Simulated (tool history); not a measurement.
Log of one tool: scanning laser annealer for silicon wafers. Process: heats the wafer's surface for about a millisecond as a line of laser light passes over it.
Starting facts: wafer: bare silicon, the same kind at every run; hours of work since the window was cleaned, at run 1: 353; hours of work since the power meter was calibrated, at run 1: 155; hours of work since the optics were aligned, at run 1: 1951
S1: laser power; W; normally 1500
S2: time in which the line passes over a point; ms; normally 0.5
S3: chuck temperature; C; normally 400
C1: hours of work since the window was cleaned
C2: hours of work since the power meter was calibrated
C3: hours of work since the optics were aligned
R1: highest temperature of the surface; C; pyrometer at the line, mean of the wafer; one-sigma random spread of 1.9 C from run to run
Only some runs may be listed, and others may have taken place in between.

| run | day | S1 | S2 | S3 | C1 | C2 | C3 | R1 |
|---|---|---|---|---|---|---|---|---|
| 1 | 0 | 1500 | 0.5 | 400 | 353 | 155 | 1951 | 1099 |
| 2 | 0.596 | 1500 | 0.5 | 400 | 364 | 165 | 1961 | 1101 |
| 3 | 1.142 | 1500 | 0.5 | 400 | 373 | 175 | 1971 | 1097 |
| 4 | 1.512 | 1500 | 0.5 | 388 | 379 | 181 | 1977 | 1088 |
|  | 2.271 | optics aligned, line set to its width |
| 5 | 2.271 | 1500 | 0.5 | 388 | 389 | 190 | 0 | 1103 |
| 6 | 2.758 | 1307 | 0.5 | 388 | 397 | 199 | 8 | 983 |
| 7 | 3.129 | 1307 | 0.5 | 388 | 403 | 205 | 15 | 987 |
| 8 | 3.442 | 1500 | 0.5 | 415 | 408 | 210 | 20 | 1128 |
| 9 | 4.021 | 1500 | 0.5 | 415 | 418 | 220 | 30 | 1128 |
| 10 | 4.392 | 1500 | 0.5 | 415 | 425 | 226 | 36 | 1129 |
| 11 | 4.892 | 1500 | 0.5 | 415 | 433 | 235 | 45 | 1127 |
| 12 | 5.342 | 1500 | 0.5 | 388 | 441 | 243 | 52 | 1105 |
| 13 | 5.733 | 1415 | 0.5 | 388 | 448 | 249 | 59 | 1048 |
| 14 | 6.396 | 1415 | 0.5 | 388 | 459 | 261 | 70 | 1047 |
| 15 | 6.921 | 1415 | 0.5 | 388 | 468 | 270 | 79 | 1046 |
| 16 | 7.588 | 1415 | 0.5 | 388 | 479 | 281 | 91 | 1049 |
| 17 | 8.133 | 1415 | 0.5 | 388 | 488 | 290 | 100 | 1045 |
| 18 | 8.629 | 1424 | 0.5 | 415 | 497 | 299 | 108 | 1077 |
| 19 | 9.046 | 1500 | 0.468 | 400 | 504 | 306 | 115 | 1086 |
| 20 | 9.433 | 1447 | 0.5 | 360 | 511 | 312 | 122 | 1037 |
| 21 | 9.771 | 1447 | 0.5 | 360 | 516 | 318 | 128 | 1038 |
| 22 | 10.267 | 1309 | 0.356 | 373 | 525 | 327 | 136 | 862 |
| 23 | 10.867 | 1628 | 0.556 | 400 | 535 | 337 | 146 | 1237 |
| 24 | 11.283 | 1630 | 0.556 | 431 | 542 | 344 | 153 | 1271 |
| 25 | 11.658 | 1468 | 0.579 | 431 | 548 | 350 | 160 | 1176 |
| 26 | 12.246 | 1308 | 0.374 | 400 | 558 | 360 | 170 | 905 |
| 27 | 12.662 | 1318 | 0.599 | 364 | 565 | 367 | 177 | 1020 |
| 28 | 13.15 | 1500 | 0.378 | 421 | 574 | 376 | 185 | 1031 |
| 29 | 13.779 | 1290 | 0.378 | 399 | 584 | 386 | 196 | 896 |
| 30 | 14.388 | 1275 | 0.435 | 363 | 595 | 397 | 206 | 890 |
| 31 | 14.933 | 1616 | 0.5 | 388 | 604 | 406 | 216 | 1168 |

Alternative continuations, all from the tool just after run 31; predict every row:
| A | 15.546 | 1500 | 0.546 | 396 | 615 | 416 | 226 | ? |
| B | 15.546 | 1308 | 0.387 | 400 | 615 | 416 | 226 | ? |
| C | 15.546 | 1499 | 0.486 | 379 | 615 | 416 | 226 | ? |

| run | R1 |
|---|---|
| A | 1138 |
| B | 910 |
| C | 1074 |
Stripped of hidden state, with their random variation kept, the same runs would have yielded:
| run | R1 |
|---|---|
| A | 1168 |
| B | 931 |
| C | 1102 |

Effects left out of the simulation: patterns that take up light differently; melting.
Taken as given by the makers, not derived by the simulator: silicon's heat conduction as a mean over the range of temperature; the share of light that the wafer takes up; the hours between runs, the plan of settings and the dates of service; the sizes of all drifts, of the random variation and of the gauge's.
